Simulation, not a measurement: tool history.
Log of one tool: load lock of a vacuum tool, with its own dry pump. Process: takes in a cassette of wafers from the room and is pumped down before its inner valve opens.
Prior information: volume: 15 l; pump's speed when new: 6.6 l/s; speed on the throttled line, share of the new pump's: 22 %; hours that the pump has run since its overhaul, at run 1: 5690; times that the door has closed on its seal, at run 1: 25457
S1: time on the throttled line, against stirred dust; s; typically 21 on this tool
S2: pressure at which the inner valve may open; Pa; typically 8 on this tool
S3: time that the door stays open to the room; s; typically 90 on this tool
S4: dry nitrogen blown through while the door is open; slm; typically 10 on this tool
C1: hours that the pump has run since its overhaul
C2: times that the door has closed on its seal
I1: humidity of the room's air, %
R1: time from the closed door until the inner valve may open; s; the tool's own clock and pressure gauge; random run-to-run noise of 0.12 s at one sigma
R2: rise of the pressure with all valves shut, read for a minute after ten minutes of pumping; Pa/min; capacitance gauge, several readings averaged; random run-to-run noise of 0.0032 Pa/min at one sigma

run 1 hour=0.0 | S1=21 S2=8 S3=90 S4=10 | C1=5690 C2=25457 | I1=46.5 | R1=38.5 R2=0.655
run 2 hour=94.3 | S1=21 S2=8 S3=90 S4=10 | C1=5784 C2=25754 | I1=46.5 | R1=38.5 R2=0.662
run 3 hour=242.1 | S1=21 S2=8 S3=90 S4=10 | C1=5932 C2=26219 | I1=44.7 | R1=38.7 R2=0.691
run 4 hour=390.4 | S1=21 S2=8 S3=90 S4=10 | C1=6080 C2=26687 | I1=43.8 | R1=38.5 R2=0.698
run 5 hour=496.9 | S1=21 S2=8 S3=90 S4=10 | C1=6187 C2=27022 | I1=44.8 | R1=38.5 R2=0.698
run 6 hour=567.4 | S1=21 S2=8 S3=90 S4=10 | C1=6257 C2=27244 | I1=44.3 | R1=38.7 R2=0.712
-- hour=647.8 door's seal changed, seat wiped
run 7 hour=723.5 | S1=21 S2=8 S3=90 S4=18 | C1=6412 C2=238 | I1=43.5 | R1=38.7 R2=0.110
run 8 hour=876.4 | S1=21 S2=8 S3=147 S4=10 | C1=6565 C2=720 | I1=42.2 | R1=38.6 R2=0.167
run 9 hour=958.7 | S1=21 S2=8 S3=147 S4=10 | C1=6647 C2=979 | I1=47.4 | R1=38.7 R2=0.181
run 10 hour=1096.0 | S1=21 S2=8 S3=147 S4=10 | C1=6784 C2=1411 | I1=45.0 | R1=38.8 R2=0.183
run 11 hour=1250.9 | S1=24 S2=6 S3=41 S4=13 | C1=6939 C2=1899 | I1=42.0 | R1=41.9 R2=0.081
run 12 hour=1325.7 | S1=21 S2=11 S3=90 S4=10 | C1=7014 C2=2135 | I1=45.2 | R1=37.9 R2=0.140
run 13 hour=1432.2 | S1=21 S2=11 S3=90 S4=10 | C1=7121 C2=2470 | I1=46.0 | R1=37.9 R2=0.143
run 14 hour=1511.2 | S1=21 S2=11 S3=90 S4=10 | C1=7200 C2=2719 | I1=42.1 | R1=38.1 R2=0.137
run 15 hour=1611.1 | S1=21 S2=11 S3=90 S4=10 | C1=7299 C2=3034 | I1=43.5 | R1=38.2 R2=0.144

4 ways to go on from here, each from the tool as it stands after run 15. What would each give?
run A hour=1770.4 | S1=21 S2=12 S3=50 S4=10 | C1=7459 C2=3536 | I1=44.5 | R1=? R2=?
run B hour=1770.4 | S1=15 S2=11 S3=90 S4=6 | C1=7459 C2=3536 | I1=45.5 | R1=? R2=?
run C hour=1770.4 | S1=33 S2=8 S3=90 S4=9 | C1=7459 C2=3536 | I1=47.1 | R1=? R2=?
run D hour=1770.4 | S1=21 S2=15 S3=90 S4=22 | C1=7459 C2=3536 | I1=47.4 | R1=? R2=?

run=A R1=37.7 R2=0.117
run=B R1=33.6 R2=0.166
run=C R1=47.9 R2=0.162
run=D R1=37.1 R2=0.135
With the hidden condition removed and each run's random variation left untouched, the same runs would have given:
run=A R1=36.9 R2=0.089
run=B R1=32.8 R2=0.139
run=C R1=47.3 R2=0.134
run=D R1=36.4 R2=0.107
